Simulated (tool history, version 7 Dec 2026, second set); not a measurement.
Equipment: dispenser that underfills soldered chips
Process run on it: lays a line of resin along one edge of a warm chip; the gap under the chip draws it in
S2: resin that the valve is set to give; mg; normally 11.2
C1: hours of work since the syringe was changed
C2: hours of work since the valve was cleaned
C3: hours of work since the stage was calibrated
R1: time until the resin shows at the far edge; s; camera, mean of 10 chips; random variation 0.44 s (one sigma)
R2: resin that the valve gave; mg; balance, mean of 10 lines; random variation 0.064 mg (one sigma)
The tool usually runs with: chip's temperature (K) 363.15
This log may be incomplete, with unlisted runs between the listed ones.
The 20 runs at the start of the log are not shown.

-- hour=110.1 new syringe of resin
-- hour=111.9 dispensing valve cleaned and set on the balance
run 21 hour=112.3 | chip's_temperature_(K)=361.15 S2=13.2 | C1=1 C2=0 C3=107 | R1=36.3 R2=13.17
run 22 hour=115.3 | chip's_temperature_(K)=373.15 S2=9.9 | C1=3 C2=2 C3=110 | R1=26.5 R2=9.83
-- hour=119.1 new syringe of resin
run 23 hour=122.5 | chip's_temperature_(K)=373.15 S2=9.9 | C1=2 C2=7 C3=114 | R1=25.6 R2=9.77
-- hour=127.1 new syringe of resin
run 24 hour=128 | chip's_temperature_(K)=373.15 S2=9.9 | C1=1 C2=10 C3=118 | R1=21.8 R2=9.74
run 25 hour=132.9 | chip's_temperature_(K)=374.15 S2=13.9 | C1=4 C2=14 C3=121 | R1=25 R2=13.68
-- hour=135.1 new syringe of resin
run 26 hour=136.6 | chip's_temperature_(K)=348.15 S2=9.6 | C1=1 C2=16 C3=123 | R1=70.1 R2=9.42
run 27 hour=140.9 | chip's_temperature_(K)=359.15 S2=12.2 | C1=4 C2=19 C3=126 | R1=49.3 R2=11.97
-- hour=143.2 new syringe of resin
run 28 hour=144.9 | chip's_temperature_(K)=359.15 S2=10.8 | C1=1 C2=21 C3=128 | R1=41.1 R2=10.56
run 29 hour=148 | chip's_temperature_(K)=353.15 S2=12.4 | C1=3 C2=23 C3=131 | R1=62.5 R2=12.06
-- hour=151.4 new syringe of resin
run 30 hour=151.4 | chip's_temperature_(K)=376.15 S2=10.3 | C1=0 C2=25 C3=133 | R1=17.6 R2=10.02
run 31 hour=156.4 | chip's_temperature_(K)=376.15 S2=10.3 | C1=3 C2=29 C3=136 | R1=23.5 R2=10.02
-- hour=159.3 new syringe of resin
run 32 hour=159.7 | chip's_temperature_(K)=376.15 S2=10.3 | C1=0 C2=31 C3=138 | R1=18.7 R2=9.99
run 33 hour=166.6 | chip's_temperature_(K)=368.15 S2=11.6 | C1=5 C2=35 C3=143 | R1=36.4 R2=11.26
-- hour=167.5 new syringe of resin
run 34 hour=171.6 | chip's_temperature_(K)=368.15 S2=11.6 | C1=3 C2=38 C3=146 | R1=29.5 R2=11.23

What if the next run were any one of these 5? Each begins from the tool's condition after run 34:
run A hour=175 | chip's_temperature_(K)=367.15 S2=12.4 | C1=5 C2=41 C3=148 | R1=? R2=?
run B hour=175 | chip's_temperature_(K)=350.15 S2=13.5 | C1=5 C2=41 C3=148 | R1=? R2=?
run C hour=175 | chip's_temperature_(K)=360.15 S2=13.1 | C1=5 C2=41 C3=148 | R1=? R2=?
run D hour=175 | chip's_temperature_(K)=364.15 S2=14.5 | C1=5 C2=41 C3=148 | R1=? R2=?
run E hour=175 | chip's_temperature_(K)=351.15 S2=9.6 | C1=5 C2=41 C3=148 | R1=? R2=?

run=A R1=36.8 R2=12.03
run=B R1=83.2 R2=13.04
run=C R1=50.5 R2=12.66
run=D R1=42.3 R2=13.96
run=E R1=83.2 R2=9.29
With the hidden condition removed and each run's random variation left untouched, the same runs would have given:
run=A R1=26.3 R2=12.49
run=B R1=60.1 R2=13.54
run=C R1=36.3 R2=13.15
run=D R1=30.5 R2=14.5
run=E R1=59.3 R2=9.65
